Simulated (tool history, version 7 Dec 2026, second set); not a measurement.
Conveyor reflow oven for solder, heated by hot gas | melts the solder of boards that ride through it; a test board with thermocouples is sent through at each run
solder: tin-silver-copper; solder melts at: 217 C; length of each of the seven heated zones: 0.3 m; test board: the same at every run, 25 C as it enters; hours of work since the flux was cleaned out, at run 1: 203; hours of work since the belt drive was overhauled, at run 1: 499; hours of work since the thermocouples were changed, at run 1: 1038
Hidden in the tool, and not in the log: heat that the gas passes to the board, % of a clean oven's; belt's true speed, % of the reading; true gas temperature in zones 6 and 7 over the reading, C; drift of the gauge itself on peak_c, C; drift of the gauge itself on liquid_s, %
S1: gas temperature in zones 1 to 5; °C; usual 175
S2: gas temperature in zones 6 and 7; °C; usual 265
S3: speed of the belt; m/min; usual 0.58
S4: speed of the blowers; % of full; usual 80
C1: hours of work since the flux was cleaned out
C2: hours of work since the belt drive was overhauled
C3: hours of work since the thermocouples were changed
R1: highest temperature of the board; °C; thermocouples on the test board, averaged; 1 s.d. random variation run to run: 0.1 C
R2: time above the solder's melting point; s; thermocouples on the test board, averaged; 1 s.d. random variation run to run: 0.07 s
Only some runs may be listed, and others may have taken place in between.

{"run": 1, "hour": 0.0, "S1": 175, "S2": 265, "S3": 0.58, "S4": 80, "C1": 203, "C2": 499, "C3": 1038, "R1": 252.9, "R2": 48.8}
{"run": 2, "hour": 25.9, "S1": 175, "S2": 265, "S3": 0.621, "S4": 80, "C1": 221, "C2": 517, "C3": 1055, "R1": 251.2, "R2": 44.32}
{"hour": 59.8, "done": "thermocouples of zones 6 and 7 changed"}
{"run": 3, "hour": 66.9, "S1": 175, "S2": 265, "S3": 0.621, "S4": 80, "C1": 248, "C2": 543, "C3": 5, "R1": 252, "R2": 44.6}
{"hour": 84.0, "done": "flux residue cleaned out of gas plates and filters"}
{"run": 4, "hour": 103.5, "S1": 175, "S2": 263, "S3": 0.58, "S4": 80, "C1": 13, "C2": 565, "C3": 27, "R1": 251.7, "R2": 48.17}
{"run": 5, "hour": 139.2, "S1": 175, "S2": 265, "S3": 0.655, "S4": 80, "C1": 38, "C2": 590, "C3": 51, "R1": 250.2, "R2": 41.09}
{"run": 6, "hour": 181.9, "S1": 175, "S2": 265, "S3": 0.58, "S4": 76, "C1": 67, "C2": 619, "C3": 80, "R1": 253.1, "R2": 48.93}
{"run": 7, "hour": 221.8, "S1": 175, "S2": 265, "S3": 0.568, "S4": 80, "C1": 95, "C2": 646, "C3": 108, "R1": 253.7, "R2": 50.63}
{"run": 8, "hour": 244.0, "S1": 175, "S2": 265, "S3": 0.568, "S4": 80, "C1": 110, "C2": 662, "C3": 123, "R1": 253.9, "R2": 50.61}
{"run": 9, "hour": 286.8, "S1": 174, "S2": 265, "S3": 0.58, "S4": 80, "C1": 139, "C2": 691, "C3": 152, "R1": 253.1, "R2": 48.7}
{"hour": 325.8, "done": "flux residue cleaned out of gas plates and filters, once more"}
{"run": 10, "hour": 338.9, "S1": 170, "S2": 265, "S3": 0.58, "S4": 80, "C1": 9, "C2": 723, "C3": 185, "R1": 253.4, "R2": 48.26}
{"run": 11, "hour": 369.4, "S1": 175, "S2": 265, "S3": 0.58, "S4": 66, "C1": 30, "C2": 744, "C3": 206, "R1": 252.3, "R2": 48.62}
{"run": 12, "hour": 389.1, "S1": 175, "S2": 266, "S3": 0.58, "S4": 66, "C1": 43, "C2": 758, "C3": 219, "R1": 253.3, "R2": 48.99}
{"run": 13, "hour": 411.7, "S1": 166, "S2": 265, "S3": 0.531, "S4": 82, "C1": 59, "C2": 773, "C3": 235, "R1": 255.2, "R2": 53.23}
{"hour": 445.1, "done": "belt drive overhauled, speed set with a stopwatch"}
{"run": 14, "hour": 459.7, "S1": 175, "S2": 265, "S3": 0.541, "S4": 80, "C1": 89, "C2": 10, "C3": 265, "R1": 255, "R2": 53.41}
{"run": 15, "hour": 504.0, "S1": 169, "S2": 265, "S3": 0.511, "S4": 79, "C1": 120, "C2": 40, "C3": 295, "R1": 255.3, "R2": 55.46}
{"run": 16, "hour": 542.5, "S1": 175, "S2": 266, "S3": 0.597, "S4": 76, "C1": 146, "C2": 67, "C3": 322, "R1": 253, "R2": 46.61}
{"run": 17, "hour": 579.2, "S1": 175, "S2": 266, "S3": 0.597, "S4": 76, "C1": 171, "C2": 92, "C3": 347, "R1": 252.9, "R2": 46.69}
{"run": 18, "hour": 613.0, "S1": 165, "S2": 260, "S3": 0.592, "S4": 80, "C1": 194, "C2": 115, "C3": 370, "R1": 246.6, "R2": 41.01}
{"run": 19, "hour": 654.3, "S1": 183, "S2": 254, "S3": 0.508, "S4": 61, "C1": 223, "C2": 144, "C3": 399, "R1": 245.1, "R2": 53.55}
{"run": 20, "hour": 701.5, "S1": 183, "S2": 274, "S3": 0.508, "S4": 61, "C1": 255, "C2": 176, "C3": 431, "R1": 263.5, "R2": 63.55}

What does the tool deliver on the next run?
{"hour": 709.1, "done": "flux residue cleaned out of gas plates and filters"}
{"run": 21, "hour": 739.2, "S1": 183, "S2": 274, "S3": 0.508, "S4": 61, "C1": 21, "C2": 199, "C3": 454, "R1": "?", "R2": "?"}

R1: 263.8 °C
R2: 63.82 s
Minus the tool's unlogged condition, the same run would have read R1 264.5 °C, R2 63.69 s.

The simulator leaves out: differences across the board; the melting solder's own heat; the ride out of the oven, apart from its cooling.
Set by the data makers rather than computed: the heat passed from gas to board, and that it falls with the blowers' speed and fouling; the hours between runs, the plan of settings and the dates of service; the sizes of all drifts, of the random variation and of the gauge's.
